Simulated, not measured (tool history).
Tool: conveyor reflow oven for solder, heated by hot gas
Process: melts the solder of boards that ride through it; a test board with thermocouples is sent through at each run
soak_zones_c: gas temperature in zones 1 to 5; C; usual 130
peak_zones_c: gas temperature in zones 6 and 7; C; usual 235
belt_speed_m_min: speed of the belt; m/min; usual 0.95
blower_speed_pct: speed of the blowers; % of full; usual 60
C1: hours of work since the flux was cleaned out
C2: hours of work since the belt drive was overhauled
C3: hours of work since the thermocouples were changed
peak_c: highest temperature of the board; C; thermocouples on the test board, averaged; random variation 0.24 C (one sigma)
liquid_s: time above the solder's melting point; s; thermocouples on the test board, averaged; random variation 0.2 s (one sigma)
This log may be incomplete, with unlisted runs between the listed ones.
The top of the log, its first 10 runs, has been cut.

{"run": 11, "hour": 61.4, "soak_zones_c": 130, "peak_zones_c": 235, "belt_speed_m_min": 0.95, "blower_speed_pct": 88, "C1": 156, "C2": 99, "C3": 592, "peak_c": 212.5, "liquid_s": 33.1}
{"run": 12, "hour": 65.5, "soak_zones_c": 130, "peak_zones_c": 235, "belt_speed_m_min": 0.95, "blower_speed_pct": 88, "C1": 159, "C2": 101, "C3": 594, "peak_c": 212.4, "liquid_s": 32.5}
{"run": 13, "hour": 71.1, "soak_zones_c": 130, "peak_zones_c": 235, "belt_speed_m_min": 0.95, "blower_speed_pct": 88, "C1": 162, "C2": 105, "C3": 597, "peak_c": 213, "liquid_s": 32.4}
{"run": 14, "hour": 77.8, "soak_zones_c": 130, "peak_zones_c": 235, "belt_speed_m_min": 0.95, "blower_speed_pct": 88, "C1": 166, "C2": 109, "C3": 601, "peak_c": 212.8, "liquid_s": 32.8}
{"run": 15, "hour": 83.5, "soak_zones_c": 130, "peak_zones_c": 235, "belt_speed_m_min": 1.048, "blower_speed_pct": 88, "C1": 169, "C2": 112, "C3": 604, "peak_c": 208.6, "liquid_s": 27.1}
{"run": 16, "hour": 89.2, "soak_zones_c": 130, "peak_zones_c": 235, "belt_speed_m_min": 1.048, "blower_speed_pct": 88, "C1": 172, "C2": 115, "C3": 608, "peak_c": 208.9, "liquid_s": 27}
{"run": 17, "hour": 94.5, "soak_zones_c": 142, "peak_zones_c": 229, "belt_speed_m_min": 1.048, "blower_speed_pct": 88, "C1": 175, "C2": 118, "C3": 611, "peak_c": 206.7, "liquid_s": 28.6}
{"run": 18, "hour": 102.6, "soak_zones_c": 142, "peak_zones_c": 229, "belt_speed_m_min": 1.048, "blower_speed_pct": 88, "C1": 180, "C2": 123, "C3": 616, "peak_c": 207.1, "liquid_s": 28.4}
{"run": 19, "hour": 107.7, "soak_zones_c": 142, "peak_zones_c": 229, "belt_speed_m_min": 1.048, "blower_speed_pct": 88, "C1": 183, "C2": 126, "C3": 618, "peak_c": 206.7, "liquid_s": 28.7}
{"run": 20, "hour": 113.7, "soak_zones_c": 142, "peak_zones_c": 229, "belt_speed_m_min": 1.048, "blower_speed_pct": 88, "C1": 187, "C2": 129, "C3": 622, "peak_c": 206.7, "liquid_s": 28.4}
{"run": 21, "hour": 122.5, "soak_zones_c": 135, "peak_zones_c": 229, "belt_speed_m_min": 1.104, "blower_speed_pct": 88, "C1": 192, "C2": 135, "C3": 627, "peak_c": 203.4, "liquid_s": 23.3}
{"run": 22, "hour": 127.5, "soak_zones_c": 126, "peak_zones_c": 243, "belt_speed_m_min": 0.95, "blower_speed_pct": 73, "C1": 195, "C2": 138, "C3": 630, "peak_c": 214.9, "liquid_s": 32.8}
{"run": 23, "hour": 133.6, "soak_zones_c": 126, "peak_zones_c": 243, "belt_speed_m_min": 1.102, "blower_speed_pct": 84, "C1": 198, "C2": 141, "C3": 634, "peak_c": 210.5, "liquid_s": 25.6}
{"hour": 141.7, "done": "flux residue cleaned out of gas plates and filters"}
{"run": 24, "hour": 143.7, "soak_zones_c": 116, "peak_zones_c": 235, "belt_speed_m_min": 1.054, "blower_speed_pct": 78, "C1": 1, "C2": 144, "C3": 637, "peak_c": 202.7, "liquid_s": 20.3}
{"run": 25, "hour": 148.3, "soak_zones_c": 130, "peak_zones_c": 242, "belt_speed_m_min": 0.95, "blower_speed_pct": 60, "C1": 4, "C2": 147, "C3": 639, "peak_c": 211.1, "liquid_s": 31.1}
{"run": 26, "hour": 155.0, "soak_zones_c": 130, "peak_zones_c": 242, "belt_speed_m_min": 0.95, "blower_speed_pct": 60, "C1": 8, "C2": 151, "C3": 643, "peak_c": 211.2, "liquid_s": 31.3}
{"run": 27, "hour": 160.2, "soak_zones_c": 130, "peak_zones_c": 249, "belt_speed_m_min": 0.951, "blower_speed_pct": 60, "C1": 11, "C2": 154, "C3": 646, "peak_c": 216.2, "liquid_s": 34.2}
{"run": 28, "hour": 166.4, "soak_zones_c": 138, "peak_zones_c": 236, "belt_speed_m_min": 1.119, "blower_speed_pct": 65, "C1": 14, "C2": 157, "C3": 650, "peak_c": 203.5, "liquid_s": 22.2}
{"run": 29, "hour": 174.2, "soak_zones_c": 130, "peak_zones_c": 248, "belt_speed_m_min": 0.992, "blower_speed_pct": 69, "C1": 19, "C2": 162, "C3": 654, "peak_c": 216.5, "liquid_s": 33.1}
{"run": 30, "hour": 180.7, "soak_zones_c": 130, "peak_zones_c": 224, "belt_speed_m_min": 1.037, "blower_speed_pct": 60, "C1": 23, "C2": 166, "C3": 658, "peak_c": 193.8, "liquid_s": 14.7}
{"run": 31, "hour": 184.5, "soak_zones_c": 130, "peak_zones_c": 224, "belt_speed_m_min": 1.037, "blower_speed_pct": 60, "C1": 25, "C2": 168, "C3": 660, "peak_c": 194.5, "liquid_s": 14.6}
{"run": 32, "hour": 189.3, "soak_zones_c": 130, "peak_zones_c": 235, "belt_speed_m_min": 0.933, "blower_speed_pct": 51, "C1": 28, "C2": 171, "C3": 663, "peak_c": 204, "liquid_s": 26}

3 options for the next run, each taken on its own from the tool as it stands now. Forecast them:
{"run": "A", "hour": 193.6, "soak_zones_c": 126, "peak_zones_c": 235, "belt_speed_m_min": 0.96, "blower_speed_pct": 83, "C1": 30, "C2": 173, "C3": 666, "peak_c": "?", "liquid_s": "?"}
{"run": "B", "hour": 193.6, "soak_zones_c": 140, "peak_zones_c": 229, "belt_speed_m_min": 0.869, "blower_speed_pct": 60, "C1": 30, "C2": 173, "C3": 666, "peak_c": "?", "liquid_s": "?"}
{"run": "C", "hour": 193.6, "soak_zones_c": 130, "peak_zones_c": 235, "belt_speed_m_min": 0.933, "blower_speed_pct": 87, "C1": 30, "C2": 173, "C3": 666, "peak_c": "?", "liquid_s": "?"}

run=A peak_c=210.5 liquid_s=30.1
run=B peak_c=206.9 liquid_s=34.2
run=C peak_c=213.4 liquid_s=33.9
Stripped of hidden state, with their random variation kept, the same runs would have yielded:
run=A peak_c=210.6 liquid_s=30.1
run=B peak_c=207 liquid_s=34.2
run=C peak_c=213.5 liquid_s=34
